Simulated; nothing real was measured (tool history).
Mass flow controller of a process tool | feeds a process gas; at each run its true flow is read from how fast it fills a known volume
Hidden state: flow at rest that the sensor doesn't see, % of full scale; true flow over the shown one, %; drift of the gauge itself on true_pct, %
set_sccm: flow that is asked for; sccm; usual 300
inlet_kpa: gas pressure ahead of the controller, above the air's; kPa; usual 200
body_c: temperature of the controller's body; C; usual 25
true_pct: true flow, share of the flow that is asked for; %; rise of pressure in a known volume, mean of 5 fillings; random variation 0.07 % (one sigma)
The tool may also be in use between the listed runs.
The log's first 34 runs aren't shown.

run,hour,set_sccm,inlet_kpa,body_c,hours of work since the controller was set to zero,hours of work since the controller was changed,true_pct
35,2299.3,201,179,33,1404,1404,97.4
36,2371.4,304,228,23,1440,1440,98.45
37,2424.3,304,228,23,1467,1467,98.43
38,2464.2,300,200,36,1488,1488,97.18
39,2536.7,300,260,36,1524,1524,97.2
40,2620.5,143,198,25,1567,1567,97.76
41,2703.1,119,207,26,1609,1609,97.58
42,2764.1,184,204,36,1640,1640,96.58
43,2817.1,213,176,39,1667,1667,96.25
44,2868.4,174,272,31,1693,1693,97.15
45,2913.9,174,272,31,1716,1716,97.15
46,2978.8,174,272,31,1749,1749,97
47,3031.3,174,272,31,1776,1776,96.86

Forecast each of these 3 alternatives for the next run:
A,3103.2,185,147,25,1813,1813,?
B,3103.2,656,146,33,1813,1813,?
C,3103.2,300,200,30,1813,1813,?

run,true_pct
A,97.07
B,96.78
C,96.81
Without the tool's hidden state the same runs would have given:
run,true_pct
A,99.01
B,98.72
C,98.74

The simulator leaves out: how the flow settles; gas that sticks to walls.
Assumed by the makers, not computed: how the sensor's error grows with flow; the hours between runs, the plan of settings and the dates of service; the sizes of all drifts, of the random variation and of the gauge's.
